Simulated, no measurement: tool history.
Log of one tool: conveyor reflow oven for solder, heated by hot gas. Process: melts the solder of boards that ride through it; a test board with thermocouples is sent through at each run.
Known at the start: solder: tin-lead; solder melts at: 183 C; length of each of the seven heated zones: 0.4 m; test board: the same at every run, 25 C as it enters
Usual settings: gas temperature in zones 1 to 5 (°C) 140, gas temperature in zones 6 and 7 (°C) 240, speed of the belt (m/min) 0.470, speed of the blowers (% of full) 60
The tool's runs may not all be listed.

run	hour	gas temperature in zones 1 to 5 (°C)	gas temperature in zones 6 and 7 (°C)	speed of the belt (m/min)	speed of the blowers (% of full)	highest temperature of the board (°C)	time above the solder's melting point (s)
1	0.0	140	240	0.470	60	225.2	85.7
2	17.3	140	254	0.470	60	238.0	94.8
3	56.2	140	254	0.470	60	237.7	95.0
4	90.9	140	254	0.470	60	237.4	93.9
5	131.1	140	254	0.470	60	237.5	94.5
6	171.3	140	254	0.470	60	238.6	94.6
# hour 197.5: flux residue cleaned out of gas plates and filters
7	197.5	140	240	0.470	60	225.4	85.8
8	234.6	140	240	0.470	60	225.0	85.5
9	264.5	139	240	0.470	60	226.4	84.7
10	283.4	140	240	0.470	60	225.6	85.9
11	302.5	140	240	0.470	60	225.1	86.0
12	332.4	147	240	0.470	60	225.5	90.6
13	350.4	140	240	0.470	60	225.2	85.9
14	380.9	140	240	0.470	60	225.7	85.5
15	408.0	125	240	0.470	60	222.7	77.8
16	440.2	140	239	0.470	60	223.7	85.2
17	462.5	140	239	0.470	60	224.6	85.2
18	495.2	132	240	0.470	81	229.7	86.6
19	533.7	132	240	0.470	69	226.7	83.9
20	566.7	145	228	0.470	60	215.3	79.3
21	592.4	140	240	0.475	60	226.4	84.2
22	629.1	140	240	0.475	60	224.1	84.7
23	663.6	130	233	0.475	52	213.6	68.8
24	702.3	130	233	0.475	52	213.7	69.0
25	730.7	154	240	0.470	60	228.1	94.8
26	759.9	154	240	0.470	60	227.3	93.5

Run 27 comes next. What will it give?
# hour 795.9: flux residue cleaned out of gas plates and filters
27	797.7	140	229	0.538	60	?	?

Run 27 gave highest temperature of the board (°C) 212.1, time above the solder's melting point (s) 61.4.
Without the tool's hidden state the same run would have given highest temperature of the board (°C) 212.2, time above the solder's melting point (s) 61.4.
